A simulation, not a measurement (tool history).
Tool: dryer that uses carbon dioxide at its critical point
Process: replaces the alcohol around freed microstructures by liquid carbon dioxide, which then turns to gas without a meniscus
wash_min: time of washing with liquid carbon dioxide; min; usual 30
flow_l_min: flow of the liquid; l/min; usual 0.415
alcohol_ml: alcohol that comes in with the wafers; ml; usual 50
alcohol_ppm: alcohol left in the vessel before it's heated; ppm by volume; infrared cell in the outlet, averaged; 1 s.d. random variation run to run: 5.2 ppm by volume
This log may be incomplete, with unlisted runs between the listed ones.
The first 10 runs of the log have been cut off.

| run | hour | wash_min | flow_l_min | alcohol_ml | hours of work since the filter was changed | hours of work since the purifier's bed was changed | alcohol_ppm |
|---|---|---|---|---|---|---|---|
| 11 | 97.3 | 30 | 0.280 | 50 | 139 | 463 | 896 |
| 12 | 107.1 | 30 | 0.415 | 50 | 146 | 470 | 250 |
| 13 | 120.9 | 30 | 0.415 | 50 | 156 | 480 | 261 |
| 14 | 130.8 | 30 | 0.415 | 50 | 163 | 487 | 266 |
| 15 | 140.7 | 30 | 0.415 | 50 | 170 | 494 | 262 |
| 16 | 152.4 | 21 | 0.415 | 50 | 179 | 502 | 845 |
| 17 | 165.7 | 30 | 0.415 | 39 | 188 | 512 | 237 |
| 18 | 172.8 | 30 | 0.415 | 39 | 193 | 517 | 258 |
| 19 | 179.8 | 30 | 0.415 | 39 | 198 | 522 | 259 |
| 20 | 186.0 | 30 | 0.415 | 39 | 203 | 527 | 258 |
| 21 | 197.1 | 30 | 0.415 | 39 | 211 | 535 | 265 |
| 22 | 211.0 | 30 | 0.415 | 85 | 221 | 545 | 426 |
| 23 | 222.4 | 30 | 0.415 | 85 | 229 | 553 | 450 |
| 24 | 234.9 | 30 | 0.415 | 85 | 238 | 562 | 421 |
| 25 | 246.0 | 38 | 0.281 | 46 | 246 | 570 | 491 |
| 26 | 259.2 | 38 | 0.281 | 46 | 256 | 580 | 511 |
| 27 | 272.0 | 38 | 0.281 | 46 | 265 | 589 | 505 |
| 28 | 279.6 | 37 | 0.276 | 50 | 271 | 594 | 632 |
| 29 | 290.7 | 34 | 0.504 | 49 | 279 | 602 | 172 |
| 30 | 305.4 | 25 | 0.365 | 49 | 289 | 613 | 867 |

What does the tool deliver on the next run?
| 31 | 315.0 | 25 | 0.609 | 70 | 296 | 620 | ? |

Run 31 produced alcohol_ppm 249 ppm by volume.
Had the tool carried no hidden state, the very same run would have given alcohol_ppm 44 ppm by volume.

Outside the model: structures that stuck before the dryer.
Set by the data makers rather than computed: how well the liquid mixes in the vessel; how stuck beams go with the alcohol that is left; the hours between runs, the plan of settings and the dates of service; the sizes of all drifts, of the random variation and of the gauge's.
